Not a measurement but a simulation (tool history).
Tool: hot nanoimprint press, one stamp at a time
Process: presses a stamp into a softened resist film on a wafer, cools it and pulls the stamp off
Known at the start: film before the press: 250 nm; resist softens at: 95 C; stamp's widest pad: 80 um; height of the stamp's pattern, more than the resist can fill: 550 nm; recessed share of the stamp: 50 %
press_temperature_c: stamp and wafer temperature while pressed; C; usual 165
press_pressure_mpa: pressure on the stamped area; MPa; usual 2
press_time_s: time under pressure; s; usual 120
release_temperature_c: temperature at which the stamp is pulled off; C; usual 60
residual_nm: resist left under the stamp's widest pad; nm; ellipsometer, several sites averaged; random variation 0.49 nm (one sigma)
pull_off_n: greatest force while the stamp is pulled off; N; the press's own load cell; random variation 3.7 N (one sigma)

run,hour,press_temperature_c,press_pressure_mpa,press_time_s,release_temperature_c,residual_nm,pull_off_n
1,0,165,2,120,60,94,183
2,17.8,165,2,73,60,114.1,177
3,30.2,165,2,73,60,114.1,175
4,39.1,165,2,73,58,114.7,186
5,59.7,165,2,152,60,85.2,184
6,77.4,165,2,120,60,94.1,184
# hour 90.8: stamp cleaned and given a new release coat
7,94,165,2,120,60,94.1,179
8,113.2,165,2,120,60,94.9,180
9,134.3,165,2,159,60,84.2,185
10,147,165,2,159,60,84.4,179
11,160.8,165,2,159,60,84.9,179
12,169.9,165,2,159,60,83.7,176
13,190.4,165,2,120,54,94.9,213
14,210.7,165,2,120,54,94.7,210
15,230.6,165,2,120,61,95.6,173
16,243.4,165,2,120,61,95.7,175
17,265.1,171,2,93,67,82.4,149
18,279,165,2,85,46,109.7,247
19,290.6,175,2,120,60,63.8,182
20,300.8,175,2.1,183,60,51.4,181
# hour 322.4: plate thermocouple calibrated
21,324.2,176,2.16,104,60,63,174
22,345.5,165,2,118,60,96.6,173
23,362.4,161,2.76,132,60,93.2,184
24,383.4,161,2.76,132,60,93.5,186
25,400.1,165,2,83,55,110.2,211
26,418.3,154,2,120,60,150.2,178
27,434.1,170,1.2,104,46,106.3,262
28,455.7,165,1.2,141,46,114.6,252
29,468.4,165,1.2,141,46,115.6,247

3 ways to go on from here, each from the tool as it stands after run 29. What would each give?
A,478,165,2,224,60,?,?
B,478,165,2,139,61,?,?
C,478,165,1.65,85,46,?,?

run,residual_nm,pull_off_n
A,74.3,181
B,91,177
C,120.3,251
Without the tool's hidden state the same runs would have given:
run,residual_nm,pull_off_n
A,72.4,179
B,88.7,176
C,117.3,249
